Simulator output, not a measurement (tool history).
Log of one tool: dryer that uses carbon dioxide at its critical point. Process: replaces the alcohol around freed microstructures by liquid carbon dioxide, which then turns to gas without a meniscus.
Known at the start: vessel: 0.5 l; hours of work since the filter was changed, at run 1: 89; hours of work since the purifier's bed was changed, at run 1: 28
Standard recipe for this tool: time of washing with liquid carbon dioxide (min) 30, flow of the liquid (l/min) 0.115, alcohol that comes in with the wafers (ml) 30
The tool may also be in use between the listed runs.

run,hour,time of washing with liquid carbon dioxide (min),flow of the liquid (l/min),alcohol that comes in with the wafers (ml),hours of work since the filter was changed,hours of work since the purifier's bed was changed,alcohol left in the vessel before it's heated (ppm by volume)
1,0.0,30,0.115,30,89,28,319
2,5.7,46,0.115,30,92,31,37
3,12.5,46,0.115,30,95,34,32
4,23.7,41,0.115,30,99,39,56
5,32.0,30,0.115,30,103,42,327
6,38.5,30,0.153,30,106,45,78
7,49.6,30,0.153,30,110,50,79
8,54.8,30,0.153,30,113,52,77
9,60.9,30,0.153,30,115,54,77
10,72.0,30,0.153,30,120,59,89
11,77.5,30,0.153,30,122,62,85
12,85.1,30,0.153,30,126,65,79
13,90.3,30,0.115,30,128,67,360
14,96.4,30,0.115,30,131,70,356
15,102.3,30,0.115,30,133,72,362
16,110.1,30,0.115,30,136,76,370
17,119.3,30,0.151,30,140,80,100
18,128.3,30,0.151,25,144,83,84
19,138.9,30,0.115,30,149,88,380
20,146.1,30,0.115,30,152,91,378
21,154.0,30,0.115,30,155,94,396
22,164.2,30,0.115,20,160,99,269
# hour 168.8: inlet filter changed
23,175.2,30,0.115,20,3,103,182
24,185.5,30,0.094,30,7,107,666
25,191.8,30,0.094,30,10,110,664
26,202.5,30,0.094,30,14,115,681
27,213.7,31,0.194,32,19,120,36
28,223.8,30,0.147,64,24,124,160
29,233.5,27,0.124,90,28,128,977
30,244.9,33,0.093,30,33,133,487
31,251.0,33,0.194,25,35,136,38
32,257.4,33,0.194,25,38,138,37
33,268.2,18,0.159,25,43,143,659
34,280.1,30,0.132,30,48,148,152
35,290.7,44,0.070,29,52,153,452
36,295.6,30,0.175,62,54,155,73
37,302.2,30,0.161,102,57,158,169
38,310.8,30,0.161,102,61,161,161
39,321.8,38,0.143,30,66,166,51
40,331.5,38,0.080,86,70,170,1467
41,341.7,33,0.115,30,74,174,207
42,348.2,30,0.115,94,77,177,987
43,353.3,30,0.115,94,79,179,1000
44,358.7,30,0.115,94,81,182,994
45,364.1,30,0.119,83,84,184,761
46,370.4,30,0.119,83,86,187,777

Hidden condition of the tool, last listed run before each entry between runs versus first listed run after:
Logged between run 22 and run 23: inlet filter changed (hour 168.8)
  flow that reaches the vessel past the clogged filter, %: 91.4 -> 99.3; alcohol in the recycled carbon dioxide, ppm: 24.4 -> 25.2
  the result without the hidden state subtracted from the measured one, alcohol left in the vessel before it's heated (ppm by volume): +115 -> +26
